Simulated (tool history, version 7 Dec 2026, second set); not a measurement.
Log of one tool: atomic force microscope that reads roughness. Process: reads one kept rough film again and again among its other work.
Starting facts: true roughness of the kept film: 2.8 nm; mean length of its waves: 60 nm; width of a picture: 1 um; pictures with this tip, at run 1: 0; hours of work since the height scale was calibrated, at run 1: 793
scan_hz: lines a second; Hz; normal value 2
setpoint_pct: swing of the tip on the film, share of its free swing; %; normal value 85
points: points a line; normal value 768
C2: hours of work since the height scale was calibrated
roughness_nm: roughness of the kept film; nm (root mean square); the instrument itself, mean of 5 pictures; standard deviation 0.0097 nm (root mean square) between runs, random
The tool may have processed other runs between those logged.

{"run": 1, "day": 0.0, "scan_hz": 2, "setpoint_pct": 85, "points": 768, "pictures with this tip": 0, "C2": 793, "roughness_nm": 2.232}
{"run": 2, "day": 1.825, "scan_hz": 2, "setpoint_pct": 85, "points": 768, "pictures with this tip": 107, "C2": 826, "roughness_nm": 2.187}
{"run": 3, "day": 5.017, "scan_hz": 2, "setpoint_pct": 85, "points": 768, "pictures with this tip": 295, "C2": 885, "roughness_nm": 2.095}
{"day": 6.075, "done": "new tip fitted"}
{"run": 4, "day": 7.588, "scan_hz": 2, "setpoint_pct": 85, "points": 768, "pictures with this tip": 89, "C2": 931, "roughness_nm": 2.179}
{"run": 5, "day": 10.904, "scan_hz": 2, "setpoint_pct": 85, "points": 768, "pictures with this tip": 284, "C2": 992, "roughness_nm": 2.103}
{"day": 12.042, "done": "new tip fitted"}
{"run": 6, "day": 14.008, "scan_hz": 2, "setpoint_pct": 85, "points": 768, "pictures with this tip": 115, "C2": 1049, "roughness_nm": 2.191}
{"run": 7, "day": 16.858, "scan_hz": 2, "setpoint_pct": 85, "points": 768, "pictures with this tip": 283, "C2": 1101, "roughness_nm": 2.113}
{"day": 18.158, "done": "new tip fitted"}
{"run": 8, "day": 19.7, "scan_hz": 0.65, "setpoint_pct": 73, "points": 768, "pictures with this tip": 91, "C2": 1153, "roughness_nm": 2.617}
{"run": 9, "day": 21.704, "scan_hz": 1.95, "setpoint_pct": 85, "points": 427, "pictures with this tip": 208, "C2": 1190, "roughness_nm": 2.157}
{"day": 24.267, "done": "new tip fitted"}
{"run": 10, "day": 24.267, "scan_hz": 0.79, "setpoint_pct": 79, "points": 427, "pictures with this tip": 0, "C2": 1236, "roughness_nm": 2.598}
{"run": 11, "day": 26.138, "scan_hz": 1.64, "setpoint_pct": 83, "points": 337, "pictures with this tip": 110, "C2": 1270, "roughness_nm": 2.288}
{"run": 12, "day": 27.629, "scan_hz": 0.6, "setpoint_pct": 62, "points": 954, "pictures with this tip": 197, "C2": 1298, "roughness_nm": 2.611}
{"day": 28.212, "done": "height scale calibrated on a step standard"}
{"run": 13, "day": 29.254, "scan_hz": 2, "setpoint_pct": 73, "points": 797, "pictures with this tip": 290, "C2": 19, "roughness_nm": 2.282}

Branching from run 13: 5 alternative next runs. What would each branch give?
{"day": 30.45, "done": "new tip fitted"}
{"run": "A", "day": 30.846, "scan_hz": 0.72, "setpoint_pct": 85, "points": 449, "pictures with this tip": 23, "C2": 48, "roughness_nm": "?"}
{"day": 30.45, "done": "new tip fitted"}
{"run": "B", "day": 30.846, "scan_hz": 0.65, "setpoint_pct": 73, "points": 797, "pictures with this tip": 23, "C2": 48, "roughness_nm": "?"}
{"day": 30.45, "done": "new tip fitted"}
{"run": "C", "day": 30.846, "scan_hz": 2, "setpoint_pct": 61, "points": 797, "pictures with this tip": 23, "C2": 48, "roughness_nm": "?"}
{"day": 30.45, "done": "new tip fitted"}
{"run": "D", "day": 30.846, "scan_hz": 2, "setpoint_pct": 85, "points": 784, "pictures with this tip": 23, "C2": 48, "roughness_nm": "?"}
{"day": 30.45, "done": "new tip fitted"}
{"run": "E", "day": 30.846, "scan_hz": 1.54, "setpoint_pct": 60, "points": 797, "pictures with this tip": 23, "C2": 48, "roughness_nm": "?"}

run=A roughness_nm=2.505
run=B roughness_nm=2.606
run=C roughness_nm=2.56
run=D roughness_nm=2.215
run=E roughness_nm=2.613
With no hidden state in the tool, these same runs would have given:
run=A roughness_nm=2.523
run=B roughness_nm=2.624
run=C roughness_nm=2.577
run=D roughness_nm=2.23
run=E roughness_nm=2.631

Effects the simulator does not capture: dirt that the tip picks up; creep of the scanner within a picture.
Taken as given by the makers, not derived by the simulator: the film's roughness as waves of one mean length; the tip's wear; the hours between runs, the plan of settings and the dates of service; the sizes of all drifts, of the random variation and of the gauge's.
